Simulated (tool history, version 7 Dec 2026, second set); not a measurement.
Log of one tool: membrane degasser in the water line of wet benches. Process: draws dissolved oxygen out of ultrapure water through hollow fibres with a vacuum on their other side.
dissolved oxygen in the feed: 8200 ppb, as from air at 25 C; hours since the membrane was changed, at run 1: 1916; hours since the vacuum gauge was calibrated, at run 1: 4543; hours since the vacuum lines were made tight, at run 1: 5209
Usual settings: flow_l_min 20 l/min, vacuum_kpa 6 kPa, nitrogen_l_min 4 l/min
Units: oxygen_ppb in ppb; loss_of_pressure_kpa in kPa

run	hour	flow_l_min	vacuum_kpa	nitrogen_l_min	hours since the membrane was changed	hours since the vacuum gauge was calibrated	hours since the vacuum lines were made tight	oxygen_ppb	loss_of_pressure_kpa
1	0	20	6	4	1916	4543	5209	59.8	69.99
2	45.6	20	6	4	1961	4589	5254	59.2	69.99
3	91.7	20	6	2.23	2007	4635	5300	89.6	70.1
4	131.8	20	5.43	4	2047	4675	5340	52.5	70.78
5	193.6	20	5.43	4	2109	4737	5402	53.4	70.45
# hour 205.6: seals of the vacuum lines changed
6	231.2	20	6	4	2145	4773	26	59.5	70.57
7	301.7	20	6	11.83	2215	4843	96	33.6	70.56
8	364.3	20	6.64	4	2278	4906	159	67.1	70.74
9	433.5	20	6.64	4	2347	4975	228	67.6	70.44
10	464.6	20	6.64	4	2378	5006	259	67.7	71.1
11	525.5	20	6	5.62	2439	5067	320	48.7	71.08
12	577.4	20	6	5.62	2491	5119	372	49.4	70.82
# hour 583: vacuum gauge calibrated
13	610.8	20	6	5.62	2524	28	405	51.6	70.93
14	666.9	20	6	4	2580	84	461	63.7	70.53
15	701.1	20	13.38	4	2614	118	495	152.5	70.72
16	755.8	20	13.38	4	2669	173	550	151.3	71.42
17	809.4	20	13.38	4	2722	226	603	152	71.22
18	867.8	20	9.87	1.9	2781	285	662	199.6	71.26
19	938.3	20	9.87	1.9	2851	355	732	203.7	71.54
# hour 959.1: vacuum gauge calibrated, once more
20	996.2	20	6	4.39	2909	37	790	50.4	71.85
21	1029.7	20	6	4.39	2942	71	823	51.4	71.23
22	1082.8	20	6	4.39	2995	124	876	52.3	71.49
23	1111.5	20	6	4.39	3024	152	905	51.8	71.88
24	1148	20	6	1.72	3061	189	941	98.3	71.37
25	1177	24	4.53	3.27	3090	218	970	61.1	85.59
26	1222.1	24	4.53	3.51	3135	263	1016	59.4	85.61
27	1270.2	24	4.53	3.51	3183	311	1064	60.5	86.19
28	1301.1	14	14.89	6.2	3214	342	1095	69.3	50.36
29	1352.8	25	5.61	1.63	3265	394	1146	130.8	89.47
30	1396.1	28	9.25	10.48	3309	437	1190	102.2	100.21
31	1432.6	24	6	4.43	3345	474	1226	75	85.31

3 ways to go on from here, each from the tool as it stands after run 31. What would each give?
A	1497.1	24	9.61	4.43	3410	538	1291	?	?
B	1497.1	13	4.55	4	3410	538	1291	?	?
C	1497.1	20	4.16	8.99	3410	538	1291	?	?

run	oxygen_ppb	loss_of_pressure_kpa
A	121.8	86.32
B	14.6	46.22
C	26.7	71.77
Without the tool's hidden state the same runs would have given:
run	oxygen_ppb	loss_of_pressure_kpa
A	112	82.32
B	13	44.06
C	21	68.44
